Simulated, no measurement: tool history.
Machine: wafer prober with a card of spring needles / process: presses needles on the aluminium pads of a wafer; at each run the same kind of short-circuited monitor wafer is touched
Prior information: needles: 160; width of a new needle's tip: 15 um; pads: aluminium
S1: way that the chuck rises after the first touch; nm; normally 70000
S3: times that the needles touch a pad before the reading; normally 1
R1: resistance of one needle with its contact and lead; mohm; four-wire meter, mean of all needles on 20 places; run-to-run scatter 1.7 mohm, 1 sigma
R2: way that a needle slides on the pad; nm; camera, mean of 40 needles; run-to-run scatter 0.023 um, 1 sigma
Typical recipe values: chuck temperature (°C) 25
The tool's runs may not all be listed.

Run 1, hour 0.0: usual settings. Result: R1 174 mohm, R2 9810 nm.
At hour 1.9: tips cleaned on abrasive film.
Run 2, hour 6.9: usual settings but S1 52000 nm. Result: R1 180 mohm, R2 7260 nm.
At hour 14.8: tips cleaned on abrasive film.
Run 3, hour 16.2: usual settings but S3 2. Result: R1 177 mohm, R2 9780 nm.
Run 4, hour 22.5: usual settings but S3 2. Result: R1 173 mohm, R2 9810 nm.
Run 5, hour 26.8: usual settings but S3 2. Result: R1 173 mohm, R2 9780 nm.
At hour 27.8: tips cleaned on abrasive film.
Run 6, hour 33.8: usual settings. Result: R1 175 mohm, R2 9790 nm.
Run 7, hour 40.4: usual settings but S1 65000 nm. Result: R1 177 mohm, R2 9080 nm.
At hour 41.0: tips cleaned on abrasive film.
Run 8, hour 47.5: usual settings but S1 65000 nm. Result: R1 179 mohm, R2 9040 nm.
Run 9, hour 52.7: usual settings but S3 2. Result: R1 175 mohm, R2 9720 nm.
At hour 54.2: tips cleaned on abrasive film.
Run 10, hour 60.4: usual settings but S1 63000 nm, chuck temperature (°C) 45. Result: R1 184 mohm, R2 8730 nm.
Run 11, hour 65.0: usual settings but S1 83000 nm, chuck temperature (°C) 46, S3 3. Result: R1 179 mohm, R2 11540 nm.
At hour 67.2: tips cleaned on abrasive film.
Run 12, hour 74.1: usual settings but S1 83000 nm, chuck temperature (°C) 46, S3 3. Result: R1 178 mohm, R2 11520 nm.
At hour 79.9: tips cleaned on abrasive film.
Run 13, hour 80.3: usual settings but S1 83000 nm, chuck temperature (°C) 45, S3 3. Result: R1 179 mohm, R2 11530 nm.
Run 14, hour 85.9: usual settings but S1 52000 nm, chuck temperature (°C) 37. Result: R1 184 mohm, R2 7240 nm.
At hour 92.7: tips cleaned on abrasive film.
Run 15, hour 95.3: usual settings but S1 83000 nm, chuck temperature (°C) 103. Result: R1 190 mohm, R2 11530 nm.
Run 16, hour 103.1: usual settings but chuck temperature (°C) 113. Result: R1 194 mohm, R2 9690 nm.
At hour 106.0: tips cleaned on abrasive film.
Run 17, hour 108.9: usual settings but chuck temperature (°C) 113. Result: R1 192 mohm, R2 9710 nm.

Some steps in R2, run to run, broken into two amounts with sign: the step expected even without the hidden condition (settings, incoming material, random variation), and the rest, left for the hidden condition together with whatever gauge scatter is not in both the measured and the hidden-condition-free result:
Hidden conditions of the tool in this case: debris on the tips, nm; way that the needles fall short of the set height, um; tips' diameter, um; drift of the gauge itself on contact_mohm, %; drift of the gauge itself on scrub_um, %.
Run 13 -> 14: S1 83000 -> 52000, chuck temperature (°C) 45 -> 37, S3 3 -> 1. R2 -4290 nm: hidden state +20, all else -4310.
Run 14 -> 15: S1 52000 -> 83000, chuck temperature (°C) 37 -> 103, tips cleaned on abrasive film. R2 +4290 nm: hidden state -40, all else +4330.
